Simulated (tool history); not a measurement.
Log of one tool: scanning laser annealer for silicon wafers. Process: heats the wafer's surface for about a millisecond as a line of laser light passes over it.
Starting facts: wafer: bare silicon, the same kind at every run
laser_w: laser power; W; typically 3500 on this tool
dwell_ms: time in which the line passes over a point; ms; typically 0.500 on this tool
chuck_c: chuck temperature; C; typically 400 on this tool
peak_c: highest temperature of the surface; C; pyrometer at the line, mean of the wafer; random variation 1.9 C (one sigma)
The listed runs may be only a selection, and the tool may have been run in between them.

Run 1, day 0.000: usual settings. Result: peak_c 1188 C.
Run 2, day 0.933: usual settings. Result: peak_c 1190 C.
Run 3, day 1.458: usual settings. Result: peak_c 1186 C.
Run 4, day 2.612: usual settings. Result: peak_c 1188 C.
Run 5, day 3.375: usual settings but chuck_c 399 C. Result: peak_c 1187 C.
Run 6, day 4.150: usual settings. Result: peak_c 1192 C.
Run 7, day 5.079: usual settings but dwell_ms 0.430 ms. Result: peak_c 1138 C.
Run 8, day 5.646: usual settings but dwell_ms 0.430 ms. Result: peak_c 1140 C.
Run 9, day 6.658: usual settings but dwell_ms 0.430 ms. Result: peak_c 1139 C.
Run 10, day 7.754: usual settings but chuck_c 375 C. Result: peak_c 1163 C.
Run 11, day 8.329: usual settings but laser_w 3652 W, chuck_c 375 C. Result: peak_c 1201 C.
Run 12, day 9.458: usual settings but laser_w 3652 W, chuck_c 375 C. Result: peak_c 1196 C.
Run 13, day 10.004: usual settings but laser_w 3652 W, chuck_c 375 C. Result: peak_c 1200 C.
Run 14, day 10.517: usual settings but laser_w 3652 W, chuck_c 375 C. Result: peak_c 1197 C.
Run 15, day 11.162: usual settings but dwell_ms 0.429 ms. Result: peak_c 1137 C.
Run 16, day 12.029: usual settings but chuck_c 389 C. Result: peak_c 1175 C.
Run 17, day 12.704: usual settings but chuck_c 380 C. Result: peak_c 1167 C.
Run 18, day 13.617: usual settings. Result: peak_c 1186 C.
Run 19, day 14.517: usual settings but dwell_ms 0.362 ms. Result: peak_c 1084 C.
Run 20, day 15.533: usual settings. Result: peak_c 1188 C.
Run 21, day 16.088: usual settings but laser_w 3439 W, dwell_ms 0.412 ms. Result: peak_c 1114 C.
Run 22, day 16.571: usual settings but laser_w 3068 W, dwell_ms 0.586 ms, chuck_c 376 C. Result: peak_c 1116 C.
Run 23, day 17.454: usual settings but laser_w 3108 W, dwell_ms 0.491 ms, chuck_c 414 C. Result: peak_c 1105 C.
Run 24, day 18.488: usual settings but laser_w 3116 W, dwell_ms 0.358 ms, chuck_c 434 C. Result: peak_c 1042 C.
Run 25, day 19.533: usual settings but laser_w 3067 W, dwell_ms 0.425 ms, chuck_c 413 C. Result: peak_c 1055 C.
Run 26, day 20.004: usual settings but laser_w 3193 W, chuck_c 413 C. Result: peak_c 1129 C.
Run 27, day 20.862: usual settings but dwell_ms 0.600 ms. Result: peak_c 1250 C.
Run 28, day 21.842: usual settings but dwell_ms 0.600 ms. Result: peak_c 1251 C.
Run 29, day 22.929: usual settings but dwell_ms 0.491 ms, chuck_c 435 C. Result: peak_c 1217 C.
Run 30, day 23.983: usual settings but dwell_ms 0.491 ms, chuck_c 435 C. Result: peak_c 1221 C.
Run 31, day 25.104: usual settings but dwell_ms 0.428 ms, chuck_c 399 C. Result: peak_c 1135 C.
Run 32, day 25.975: usual settings but dwell_ms 0.445 ms, chuck_c 436 C. Result: peak_c 1185 C.
Run 33, day 26.608: usual settings but dwell_ms 0.445 ms, chuck_c 436 C. Result: peak_c 1187 C.
Run 34, day 27.729: usual settings but dwell_ms 0.445 ms, chuck_c 436 C. Result: peak_c 1187 C.
Run 35, day 28.221: usual settings but dwell_ms 0.445 ms, chuck_c 436 C. Result: peak_c 1186 C.
Run 36, day 29.146: usual settings but laser_w 3837 W, dwell_ms 0.598 ms, chuck_c 437 C. Result: peak_c 1369 C.
Run 37, day 29.771: usual settings but chuck_c 376 C. Result: peak_c 1165 C.
Run 38, day 30.821: usual settings but laser_w 3794 W, dwell_ms 0.561 ms, chuck_c 410 C. Result: peak_c 1308 C.
Run 39, day 31.771: usual settings but laser_w 3356 W, dwell_ms 0.391 ms, chuck_c 391 C. Result: peak_c 1068 C.
Run 40, day 32.533: usual settings but laser_w 3297 W, dwell_ms 0.551 ms. Result: peak_c 1169 C.

Forecast each of these 3 alternatives for the next run:
Run A, day 33.629: usual settings but laser_w 3297 W, dwell_ms 0.421 ms. Result: peak_c ?.
Run B, day 33.629: usual settings but laser_w 3333 W, dwell_ms 0.470 ms, chuck_c 411 C. Result: peak_c ?.
Run C, day 33.629: usual settings but laser_w 3674 W, dwell_ms 0.559 ms, chuck_c 378 C. Result: peak_c ?.

run  peak_c
  A    1088
  B    1138
  C    1247
With no hidden state in the tool, these same runs would have given:
run  peak_c
  A    1089
  B    1139
  C    1248
